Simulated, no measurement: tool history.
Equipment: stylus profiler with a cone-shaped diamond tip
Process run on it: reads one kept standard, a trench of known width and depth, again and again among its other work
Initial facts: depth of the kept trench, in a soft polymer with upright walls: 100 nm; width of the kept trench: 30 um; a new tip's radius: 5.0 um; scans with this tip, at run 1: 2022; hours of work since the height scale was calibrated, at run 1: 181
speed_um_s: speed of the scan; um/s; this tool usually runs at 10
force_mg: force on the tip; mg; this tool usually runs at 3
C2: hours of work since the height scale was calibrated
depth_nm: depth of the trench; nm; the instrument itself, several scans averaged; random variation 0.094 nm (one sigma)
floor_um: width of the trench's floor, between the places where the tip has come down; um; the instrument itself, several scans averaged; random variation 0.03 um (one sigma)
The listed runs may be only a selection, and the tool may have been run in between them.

{"run": 1, "hour": 0.0, "speed_um_s": 10, "force_mg": 3, "scans with this tip": 2022, "C2": 181, "depth_nm": 102.02, "floor_um": 27.76}
{"run": 2, "hour": 12.7, "speed_um_s": 3, "force_mg": 3, "scans with this tip": 2079, "C2": 186, "depth_nm": 101.9, "floor_um": 27.79}
{"run": 3, "hour": 27.0, "speed_um_s": 3, "force_mg": 3, "scans with this tip": 2143, "C2": 191, "depth_nm": 101.88, "floor_um": 27.75}
{"run": 4, "hour": 49.1, "speed_um_s": 3, "force_mg": 3, "scans with this tip": 2243, "C2": 200, "depth_nm": 101.75, "floor_um": 27.76}
{"run": 5, "hour": 68.3, "speed_um_s": 3, "force_mg": 3, "scans with this tip": 2329, "C2": 208, "depth_nm": 101.77, "floor_um": 27.74}
{"run": 6, "hour": 91.6, "speed_um_s": 3, "force_mg": 3, "scans with this tip": 2434, "C2": 217, "depth_nm": 101.95, "floor_um": 27.73}
{"run": 7, "hour": 117.1, "speed_um_s": 3, "force_mg": 3, "scans with this tip": 2548, "C2": 228, "depth_nm": 101.97, "floor_um": 27.75}
{"run": 8, "hour": 145.4, "speed_um_s": 3, "force_mg": 3, "scans with this tip": 2676, "C2": 239, "depth_nm": 101.75, "floor_um": 27.76}
{"run": 9, "hour": 156.9, "speed_um_s": 34, "force_mg": 3, "scans with this tip": 2727, "C2": 244, "depth_nm": 101.88, "floor_um": 27.67}
{"run": 10, "hour": 174.9, "speed_um_s": 34, "force_mg": 3, "scans with this tip": 2808, "C2": 251, "depth_nm": 101.85, "floor_um": 27.58}
{"run": 11, "hour": 196.0, "speed_um_s": 12, "force_mg": 3, "scans with this tip": 2903, "C2": 259, "depth_nm": 101.92, "floor_um": 27.69}
{"run": 12, "hour": 221.6, "speed_um_s": 28, "force_mg": 3, "scans with this tip": 3018, "C2": 270, "depth_nm": 101.99, "floor_um": 27.56}
{"run": 13, "hour": 242.1, "speed_um_s": 28, "force_mg": 3, "scans with this tip": 3110, "C2": 278, "depth_nm": 101.99, "floor_um": 27.62}
{"run": 14, "hour": 253.7, "speed_um_s": 24, "force_mg": 3, "scans with this tip": 3162, "C2": 282, "depth_nm": 101.73, "floor_um": 27.63}
{"hour": 255.9, "done": "height scale calibrated on a step standard"}
{"run": 15, "hour": 276.7, "speed_um_s": 24, "force_mg": 3, "scans with this tip": 3264, "C2": 8, "depth_nm": 102.08, "floor_um": 27.62}
{"run": 16, "hour": 301.0, "speed_um_s": 24, "force_mg": 3, "scans with this tip": 3373, "C2": 18, "depth_nm": 102.08, "floor_um": 27.57}
{"hour": 307.8, "done": "height scale calibrated on a step standard, once more"}
{"run": 17, "hour": 314.2, "speed_um_s": 24, "force_mg": 3, "scans with this tip": 3430, "C2": 3, "depth_nm": 101.77, "floor_um": 27.63}
{"run": 18, "hour": 331.1, "speed_um_s": 24, "force_mg": 3, "scans with this tip": 3506, "C2": 9, "depth_nm": 101.58, "floor_um": 27.62}
{"run": 19, "hour": 342.5, "speed_um_s": 10, "force_mg": 3, "scans with this tip": 3557, "C2": 14, "depth_nm": 101.71, "floor_um": 27.66}
{"run": 20, "hour": 367.8, "speed_um_s": 10, "force_mg": 3, "scans with this tip": 3671, "C2": 24, "depth_nm": 101.83, "floor_um": 27.61}
{"run": 21, "hour": 387.5, "speed_um_s": 10, "force_mg": 3, "scans with this tip": 3759, "C2": 32, "depth_nm": 101.58, "floor_um": 27.58}
{"run": 22, "hour": 404.1, "speed_um_s": 10, "force_mg": 3, "scans with this tip": 3834, "C2": 39, "depth_nm": 101.68, "floor_um": 27.64}
{"run": 23, "hour": 420.0, "speed_um_s": 10, "force_mg": 3, "scans with this tip": 3905, "C2": 45, "depth_nm": 101.78, "floor_um": 27.59}
{"run": 24, "hour": 437.6, "speed_um_s": 4, "force_mg": 3, "scans with this tip": 3984, "C2": 52, "depth_nm": 101.75, "floor_um": 27.59}
{"run": 25, "hour": 450.5, "speed_um_s": 22, "force_mg": 1.52, "scans with this tip": 4042, "C2": 57, "depth_nm": 101, "floor_um": 27.53}
{"run": 26, "hour": 463.2, "speed_um_s": 9, "force_mg": 3.7, "scans with this tip": 4099, "C2": 62, "depth_nm": 101.97, "floor_um": 27.6}
{"run": 27, "hour": 484.5, "speed_um_s": 11, "force_mg": 1.37, "scans with this tip": 4195, "C2": 71, "depth_nm": 101.15, "floor_um": 27.52}
{"run": 28, "hour": 507.5, "speed_um_s": 26, "force_mg": 1, "scans with this tip": 4299, "C2": 80, "depth_nm": 100.87, "floor_um": 27.42}
{"run": 29, "hour": 532.9, "speed_um_s": 26, "force_mg": 1, "scans with this tip": 4413, "C2": 90, "depth_nm": 100.65, "floor_um": 27.41}
{"run": 30, "hour": 546.9, "speed_um_s": 3, "force_mg": 5.49, "scans with this tip": 4475, "C2": 96, "depth_nm": 102.56, "floor_um": 27.57}
{"run": 31, "hour": 564.4, "speed_um_s": 3, "force_mg": 5.49, "scans with this tip": 4554, "C2": 103, "depth_nm": 102.44, "floor_um": 27.59}

Expected results for the next run?
{"run": 32, "hour": 592.4, "speed_um_s": 6, "force_mg": 5.51, "scans with this tip": 4680, "C2": 114, "depth_nm": "?", "floor_um": "?"}

depth_nm: 102.47 nm
floor_um: 27.54 um
Minus the tool's unlogged condition, the same run would have read depth_nm 102.44 nm, floor_um 27.98 um.
